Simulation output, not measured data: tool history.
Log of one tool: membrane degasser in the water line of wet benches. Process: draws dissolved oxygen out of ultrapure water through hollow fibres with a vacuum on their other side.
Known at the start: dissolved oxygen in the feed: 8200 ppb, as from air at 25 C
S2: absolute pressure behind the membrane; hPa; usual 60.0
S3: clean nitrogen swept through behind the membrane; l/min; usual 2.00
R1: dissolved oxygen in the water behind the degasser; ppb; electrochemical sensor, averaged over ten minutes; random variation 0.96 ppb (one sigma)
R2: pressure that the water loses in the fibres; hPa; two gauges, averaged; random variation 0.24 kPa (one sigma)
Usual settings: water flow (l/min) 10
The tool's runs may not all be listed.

run 1 hour=0.0 | water_flow_(l/min)=10 S2=60.0 S3=2.00 | R1=91.7 R2=638.2
run 2 hour=332.5 | water_flow_(l/min)=10 S2=60.0 S3=2.18 | R1=89.7 R2=635.9
-- hour=377.8 vacuum gauge calibrated
run 3 hour=643.3 | water_flow_(l/min)=10 S2=60.0 S3=2.00 | R1=93.5 R2=637.7
run 4 hour=913.1 | water_flow_(l/min)=10 S2=60.0 S3=2.00 | R1=89.7 R2=642.2
run 5 hour=1204.8 | water_flow_(l/min)=10 S2=60.0 S3=0.89 | R1=130.3 R2=644.2
run 6 hour=1427.8 | water_flow_(l/min)=10 S2=60.0 S3=0.89 | R1=129.8 R2=642.6
run 7 hour=1574.7 | water_flow_(l/min)=10 S2=60.0 S3=0.89 | R1=129.9 R2=641.6
run 8 hour=1831.1 | water_flow_(l/min)=10 S2=60.0 S3=0.89 | R1=129.5 R2=642.1
run 9 hour=2155.4 | water_flow_(l/min)=9 S2=61.1 S3=2.00 | R1=81.7 R2=576.6
run 10 hour=2380.2 | water_flow_(l/min)=9 S2=61.1 S3=2.00 | R1=80.2 R2=583.2
run 11 hour=2663.4 | water_flow_(l/min)=9 S2=61.1 S3=2.00 | R1=80.6 R2=580.5
run 12 hour=2806.9 | water_flow_(l/min)=9 S2=61.1 S3=2.00 | R1=80.2 R2=578.3

The next listed run, before its measurement:
run 13 hour=3019.8 | water_flow_(l/min)=9 S2=60.0 S3=2.00 | R1=? R2=?

Run 13 gave R1 80.1 ppb, R2 581.7 hPa.
Without the tool's hidden state the same run would have given R1 79.9 ppb, R2 575.5 hPa.

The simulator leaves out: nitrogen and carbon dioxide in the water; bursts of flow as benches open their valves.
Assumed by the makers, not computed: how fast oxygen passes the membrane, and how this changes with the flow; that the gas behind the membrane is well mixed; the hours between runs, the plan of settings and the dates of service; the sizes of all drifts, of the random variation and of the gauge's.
